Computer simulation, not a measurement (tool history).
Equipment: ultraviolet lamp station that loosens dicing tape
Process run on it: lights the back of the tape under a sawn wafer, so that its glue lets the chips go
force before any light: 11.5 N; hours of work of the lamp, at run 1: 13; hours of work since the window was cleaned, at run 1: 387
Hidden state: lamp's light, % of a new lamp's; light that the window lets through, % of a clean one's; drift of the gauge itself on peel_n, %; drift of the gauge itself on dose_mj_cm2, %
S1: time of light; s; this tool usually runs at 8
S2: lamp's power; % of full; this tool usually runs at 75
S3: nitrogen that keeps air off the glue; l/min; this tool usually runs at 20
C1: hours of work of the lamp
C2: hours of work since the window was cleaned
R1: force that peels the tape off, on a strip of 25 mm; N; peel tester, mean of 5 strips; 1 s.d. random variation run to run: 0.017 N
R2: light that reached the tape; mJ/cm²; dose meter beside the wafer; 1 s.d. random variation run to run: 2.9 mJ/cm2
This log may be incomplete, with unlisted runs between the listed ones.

run   hour  S1  S2  S3   C1   C2     R1   R2
  1    0.0   8  75  20   13  387  0.814  421
  2    5.8   8  75  20   16  390  0.774  423
  3   15.1   8  75  20   21  395  0.787  427
  4   23.5   8  75  20   26  399  0.819  423
      27.9  -- window cleaned of glue's vapour
  5   30.6   8  75  20   29    1  0.790  428
  6   36.3   8  76  20   32    5  0.791  427
  7   43.6   8  67  20   36    9  1.003  383
  8   52.8   8  67  20   41   14  1.045  378
  9   58.9   8  67  20   45   17  1.031  378
 10   69.3   8  67  20   50   23  1.046  382
 11   80.5   8  67  20   57   29  1.036  383
 12   91.0   8  81  20   62   34  0.669  458
 13   95.7   8  75  20   65   37  0.795  429
 14  103.1   8  75  20   69   41  0.785  422
 15  111.8   8  75  20   74   46  0.798  430
 16  123.3  11  75  20   80   52  0.370  582
 17  132.8  11  75  20   85   57  0.369  584
 18  139.4  14  75  20   89   61  0.225  745
 19  145.0  14  75  20   92   64  0.213  738
 20  156.2   8  75  20   98   70  0.809  427
 21  162.4   8  80  20  101   73  0.683  450
 22  173.5   5  75  20  107   79  2.076  264
 23  184.7   9  97  20  113   86  0.322  617
 24  193.5   9  97  20  118   90  0.344  617
 25  203.7  11  67  20  124   96  0.495  528
 26  209.2  11  83  20  127   99  0.281  648
 27  217.0   4  83   6  131  103  3.616  236
 28  222.3   4  83   6  134  106  3.801  235
 29  233.6   5  78   9  140  112  2.620  274
 30  238.3   5  78   9  143  115  2.614  276
 31  244.5  10  78  38  146  118  0.299  555
 32  249.8  10  79   7  149  121  0.818  561
 33  256.6  10  79   7  153  125  0.826  553
 34  263.1  10  62  25  156  128  0.644  441
 35  270.2   8  83  20  160  132  0.633  472
 36  276.2   8  83  20  163  136  0.626  472
 37  285.7   6  75  34  168  141  1.137  317
 38  293.9   6  63  10  173  145  2.687  268
 39  301.1  10  63  29  177  149  0.604  449
 40  310.4  10  63  29  182  154  0.596  445
 41  315.1  11  79  29  185  157  0.272  617
 42  323.0   6  65  22  189  161  1.828  274
 43  329.8   8  60   8  193  165  2.002  339

Consider 3 possible next runs. They are alternatives, not a sequence: every one starts from the tool as it was left by run 43. What does each give?
  A  335.9  12  60   9  196  168   ?   ?
  B  335.9   8  60  37  196  168   ?   ?
  C  335.9   9  62   9  196  168   ?   ?

run     R1   R2
  A  0.846  508
  B  1.041  341
  C  1.453  394
Without the tool's hidden state the same runs would have given:
run     R1   R2
  A  0.844  509
  B  1.038  341
  C  1.449  394
